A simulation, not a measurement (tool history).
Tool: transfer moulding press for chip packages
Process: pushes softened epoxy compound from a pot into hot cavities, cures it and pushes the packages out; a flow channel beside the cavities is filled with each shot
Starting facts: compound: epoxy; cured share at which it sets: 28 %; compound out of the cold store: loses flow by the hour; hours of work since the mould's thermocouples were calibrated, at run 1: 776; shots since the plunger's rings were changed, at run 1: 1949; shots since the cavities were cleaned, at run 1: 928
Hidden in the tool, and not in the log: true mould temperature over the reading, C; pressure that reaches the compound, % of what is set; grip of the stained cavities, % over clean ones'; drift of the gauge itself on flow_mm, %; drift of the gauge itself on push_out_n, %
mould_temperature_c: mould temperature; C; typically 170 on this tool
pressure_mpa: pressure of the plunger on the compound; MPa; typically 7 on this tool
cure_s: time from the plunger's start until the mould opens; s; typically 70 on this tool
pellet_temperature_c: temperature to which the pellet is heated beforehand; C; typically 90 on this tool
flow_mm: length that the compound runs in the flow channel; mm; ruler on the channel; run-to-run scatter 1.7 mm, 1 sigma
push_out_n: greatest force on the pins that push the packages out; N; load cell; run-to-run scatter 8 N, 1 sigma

run    hour  mould_temperature_c  pressure_mpa  cure_s  pellet_temperature_c  hours of work since the mould's thermocouples were calibrated  shots since the plunger's rings were changed  shots since the cavities were cleaned  incoming compound's hours out of the cold store  flow_mm  push_out_n
  1       0                  170             7      70                    90                                                            776                                          1949                                    928                                             22.2      893         577
       10.3  -- cavities cleaned with cleaning compound and waxed
       81.7  -- plunger's sealing rings changed
       91.5  -- cavities cleaned with cleaning compound and waxed
  2    95.9                  170             7      70                    90                                                            828                                           185                                     64                                             40.9      799         363
      168.5  -- cavities cleaned with cleaning compound and waxed
      176.3  -- cavities cleaned with cleaning compound and waxed, once more
      178.3  -- mould's thermocouples calibrated
  3   193.4                  170             7      70                    90                                                              9                                          1534                                    219                                             30.4      837         374
      250.3  -- cavities cleaned with cleaning compound and waxed
  4   271.1                  170             7      70                    90                                                             52                                          2646                                    302                                             17.8      904         407
      306.7  -- plunger's sealing rings changed
      328.9  -- cavities cleaned with cleaning compound and waxed
  5   363.2                  170             7      70                    90                                                            102                                           803                                    501                                             47.6      750         406
      404.4  -- cavities cleaned with cleaning compound and waxed
  6   460.4                  170             7      70                    97                                                            157                                          2199                                    817                                             18.2      907         488
      476.7  -- cavities cleaned with cleaning compound and waxed
  7   504.9                  170             7      70                    90                                                            181                                          2826                                    411                                             31.9      824         432
      532.7  -- plunger's sealing rings changed
      555.7  -- cavities cleaned with cleaning compound and waxed
  8   605.8                  170          6.59      70                    90                                                            236                                          1045                                    732                                             36.9      783         473
      628.4  -- cavities cleaned with cleaning compound and waxed
        700  -- cavities cleaned with cleaning compound and waxed
  9   704.5                  170          6.59      70                    90                                                            291                                          2441                                     66                                             38.3      764         335
      752.8  -- plunger's sealing rings changed
 10   766.6                  170             7      70                    83                                                            325                                           202                                    936                                             44.2      777         486
        776  -- cavities cleaned with cleaning compound and waxed
 11   842.6                  170             7      70                    83                                                            367                                          1289                                    972                                             20.1      906         593
      852.8  -- cavities cleaned with cleaning compound and waxed
      928.5  -- cavities cleaned with cleaning compound and waxed
 12   943.2                  170             7      70                    83                                                            423                                          2714                                    214                                             20.3      898         430
      976.1  -- plunger's sealing rings changed
     1003.4  -- cavities cleaned with cleaning compound and waxed
 13  1021.5                  176             7     100                    90                                                            465                                           640                                    263                                             15.7      917         214
     1075.6  -- cavities cleaned with cleaning compound and waxed
 14  1104.1                  176             7     100                    90                                                            511                                          1823                                    415                                              9.8      944         224
     1147.6  -- cavities cleaned with cleaning compound and waxed
     1193.1  -- plunger's sealing rings changed
 15  1198.8                  174          6.73      76                    91                                                            563                                            83                                    710                                             43.4      754         328
     1226.9  -- cavities cleaned with cleaning compound and waxed
 16  1292.7                  174          6.73      76                    91                                                            615                                          1431                                    960                                             37.9      774         343
       1303  -- cavities cleaned with cleaning compound and waxed
       1377  -- cavities cleaned with cleaning compound and waxed
 17  1380.6                  174          6.73      76                    91                                                            664                                          2671                                     54                                             22.6      850         232
     1417.5  -- plunger's sealing rings changed
     1453.9  -- cavities cleaned with cleaning compound and waxed
 18  1480.9                  166             7      70                    95                                                            718                                           904                                    395                                             46.5      772         523
       1527  -- cavities cleaned with cleaning compound and waxed
 19  1552.5                  166             7      70                    95                                                            758                                          1927                                    372                                               24      891         572
     1605.2  -- cavities cleaned with cleaning compound and waxed
 20  1630.1                  166             7      70                    95                                                            802                                          3038                                    364                                             25.8      874         575
     1638.6  -- plunger's sealing rings changed
       1687  -- cavities cleaned with cleaning compound and waxed
 21  1725.1                  166             7      70                    95                                                            853                                          1239                                    556                                             12.9      975         719
     1760.4  -- mould's thermocouples calibrated
     1761.9  -- cavities cleaned with cleaning compound and waxed
 22  1816.6                  163           7.9      70                    90                                                             31                                          2524                                    798                                             17.6      998         850
     1838.9  -- cavities cleaned with cleaning compound and waxed
     1861.4  -- plunger's sealing rings changed
 23  1874.2                  164             7      70                    90                                                             62                                           188                                    480                                             22.8      922         697
     1913.4  -- cavities cleaned with cleaning compound and waxed
 24  1932.8                  170          5.98      70                    85                                                             94                                          1021                                    283                                               36      754         399

The same runs without the tool's hidden state, with the same run-to-run variation:
run  flow_mm  push_out_n
  1      905         329
  2      797         308
  3      853         326
  4      932         329
  5      757         307
  6      928         318
  7      847         325
  8      795         315
  9      786         314
 10      781         304
 11      920         375
 12      924         358
 13      924         167
 14      964         171
 15      754         213
 16      784         211
 17      870         208
 18      776         370
 19      905         411
 20      897         409
 21      982         466
 22     1022         547
 23      924         494
 24      762         322
